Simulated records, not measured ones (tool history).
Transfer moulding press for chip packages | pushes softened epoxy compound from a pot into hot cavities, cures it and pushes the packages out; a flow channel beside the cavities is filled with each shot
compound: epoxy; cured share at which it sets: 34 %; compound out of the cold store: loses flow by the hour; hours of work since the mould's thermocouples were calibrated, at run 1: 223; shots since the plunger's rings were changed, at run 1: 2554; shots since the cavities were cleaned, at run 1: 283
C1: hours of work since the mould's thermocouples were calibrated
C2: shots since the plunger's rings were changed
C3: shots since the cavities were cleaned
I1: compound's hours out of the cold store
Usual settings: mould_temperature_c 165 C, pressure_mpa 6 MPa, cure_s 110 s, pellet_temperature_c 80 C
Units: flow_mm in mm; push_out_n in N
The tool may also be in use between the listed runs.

run 1 hour=0 | mould_temperature_c=165 pressure_mpa=6 cure_s=110 pellet_temperature_c=80 | C1=223 C2=2554 C3=283 | I1=9.9 | flow_mm=542 push_out_n=323
-- hour=22.1 cavities cleaned with cleaning compound and waxed
run 2 hour=22.2 | mould_temperature_c=165 pressure_mpa=6 cure_s=110 pellet_temperature_c=80 | C1=232 C2=2692 C3=1 | I1=16.9 | flow_mm=530 push_out_n=230
run 3 hour=40.8 | mould_temperature_c=165 pressure_mpa=6 cure_s=104 pellet_temperature_c=80 | C1=240 C2=2815 C3=124 | I1=33.8 | flow_mm=499 push_out_n=272
run 4 hour=56.2 | mould_temperature_c=165 pressure_mpa=5.04 cure_s=110 pellet_temperature_c=80 | C1=247 C2=2917 C3=226 | I1=20.5 | flow_mm=475 push_out_n=310
run 5 hour=65.8 | mould_temperature_c=165 pressure_mpa=6 cure_s=110 pellet_temperature_c=80 | C1=251 C2=2981 C3=290 | I1=17.2 | flow_mm=525 push_out_n=332
run 6 hour=80.4 | mould_temperature_c=165 pressure_mpa=6 cure_s=110 pellet_temperature_c=80 | C1=257 C2=3078 C3=387 | I1=8.5 | flow_mm=540 push_out_n=328
-- hour=86.5 cavities cleaned with cleaning compound and waxed
run 7 hour=91.8 | mould_temperature_c=159 pressure_mpa=6 cure_s=110 pellet_temperature_c=80 | C1=261 C2=3143 C3=35 | I1=18.7 | flow_mm=531 push_out_n=323
-- hour=97.8 plunger's sealing rings changed
run 8 hour=111.3 | mould_temperature_c=159 pressure_mpa=6 cure_s=110 pellet_temperature_c=80 | C1=269 C2=90 C3=148 | I1=15.6 | flow_mm=562 push_out_n=373
run 9 hour=127.3 | mould_temperature_c=159 pressure_mpa=6 cure_s=110 pellet_temperature_c=80 | C1=275 C2=196 C3=254 | I1=12.4 | flow_mm=568 push_out_n=417
run 10 hour=144.2 | mould_temperature_c=159 pressure_mpa=6 cure_s=110 pellet_temperature_c=80 | C1=283 C2=308 C3=366 | I1=13.4 | flow_mm=564 push_out_n=443
-- hour=154 cavities cleaned with cleaning compound and waxed
run 11 hour=160.8 | mould_temperature_c=159 pressure_mpa=6 cure_s=110 pellet_temperature_c=80 | C1=289 C2=408 C3=45 | I1=44.7 | flow_mm=508 push_out_n=306
run 12 hour=180.2 | mould_temperature_c=163 pressure_mpa=6 cure_s=110 pellet_temperature_c=80 | C1=297 C2=537 C3=174 | I1=41.3 | flow_mm=505 push_out_n=297
run 13 hour=194.3 | mould_temperature_c=165 pressure_mpa=6.36 cure_s=117 pellet_temperature_c=86 | C1=303 C2=630 C3=267 | I1=15.3 | flow_mm=563 push_out_n=294
run 14 hour=205 | mould_temperature_c=165 pressure_mpa=6.36 cure_s=117 pellet_temperature_c=86 | C1=308 C2=700 C3=337 | I1=46.6 | flow_mm=508 push_out_n=301
run 15 hour=214.8 | mould_temperature_c=163 pressure_mpa=6.36 cure_s=117 pellet_temperature_c=86 | C1=312 C2=765 C3=402 | I1=35.1 | flow_mm=532 push_out_n=324
-- hour=218.2 cavities cleaned with cleaning compound and waxed
run 16 hour=235.2 | mould_temperature_c=160 pressure_mpa=7.17 cure_s=129 pellet_temperature_c=86 | C1=320 C2=891 C3=112 | I1=33.9 | flow_mm=568 push_out_n=271
run 17 hour=247.1 | mould_temperature_c=164 pressure_mpa=7.17 cure_s=96 pellet_temperature_c=78 | C1=325 C2=970 C3=191 | I1=13.7 | flow_mm=599 push_out_n=351
run 18 hour=258.9 | mould_temperature_c=164 pressure_mpa=5.46 cure_s=96 pellet_temperature_c=70 | C1=330 C2=1048 C3=269 | I1=25 | flow_mm=502 push_out_n=376
run 19 hour=270.8 | mould_temperature_c=159 pressure_mpa=4.7 cure_s=96 pellet_temperature_c=70 | C1=335 C2=1127 C3=348 | I1=13.3 | flow_mm=495 push_out_n=587
-- hour=282.4 cavities cleaned with cleaning compound and waxed
run 20 hour=283.5 | mould_temperature_c=165 pressure_mpa=6 cure_s=147 pellet_temperature_c=80 | C1=340 C2=1201 C3=7 | I1=17.8 | flow_mm=538 push_out_n=207
run 21 hour=293.4 | mould_temperature_c=165 pressure_mpa=6.3 cure_s=105 pellet_temperature_c=77 | C1=344 C2=1267 C3=73 | I1=15.2 | flow_mm=551 push_out_n=263
run 22 hour=309.2 | mould_temperature_c=163 pressure_mpa=6 cure_s=138 pellet_temperature_c=80 | C1=351 C2=1372 C3=178 | I1=25.7 | flow_mm=527 push_out_n=262
run 23 hour=327.1 | mould_temperature_c=162 pressure_mpa=5.77 cure_s=121 pellet_temperature_c=86 | C1=359 C2=1490 C3=296 | I1=29.8 | flow_mm=506 push_out_n=313
-- hour=346.4 cavities cleaned with cleaning compound and waxed
run 24 hour=346.4 | mould_temperature_c=162 pressure_mpa=5.77 cure_s=121 pellet_temperature_c=86 | C1=366 C2=1608 C3=0 | I1=23.8 | flow_mm=519 push_out_n=209

Forecast each of these 3 alternatives for the next run:
run A hour=357.7 | mould_temperature_c=169 pressure_mpa=5.77 cure_s=100 pellet_temperature_c=88 | C1=371 C2=1683 C3=75 | I1=35 | flow_mm=? push_out_n=?
run B hour=357.7 | mould_temperature_c=160 pressure_mpa=6 cure_s=110 pellet_temperature_c=80 | C1=371 C2=1683 C3=75 | I1=46.7 | flow_mm=? push_out_n=?
run C hour=357.7 | mould_temperature_c=160 pressure_mpa=7.05 cure_s=136 pellet_temperature_c=80 | C1=371 C2=1683 C3=75 | I1=26.8 | flow_mm=? push_out_n=?

run=A flow_mm=487 push_out_n=232
run=B flow_mm=494 push_out_n=299
run=C flow_mm=572 push_out_n=239
Without the tool's hidden state the same runs would have given:
run=A flow_mm=501 push_out_n=208
run=B flow_mm=508 push_out_n=280
run=C flow_mm=589 push_out_n=215

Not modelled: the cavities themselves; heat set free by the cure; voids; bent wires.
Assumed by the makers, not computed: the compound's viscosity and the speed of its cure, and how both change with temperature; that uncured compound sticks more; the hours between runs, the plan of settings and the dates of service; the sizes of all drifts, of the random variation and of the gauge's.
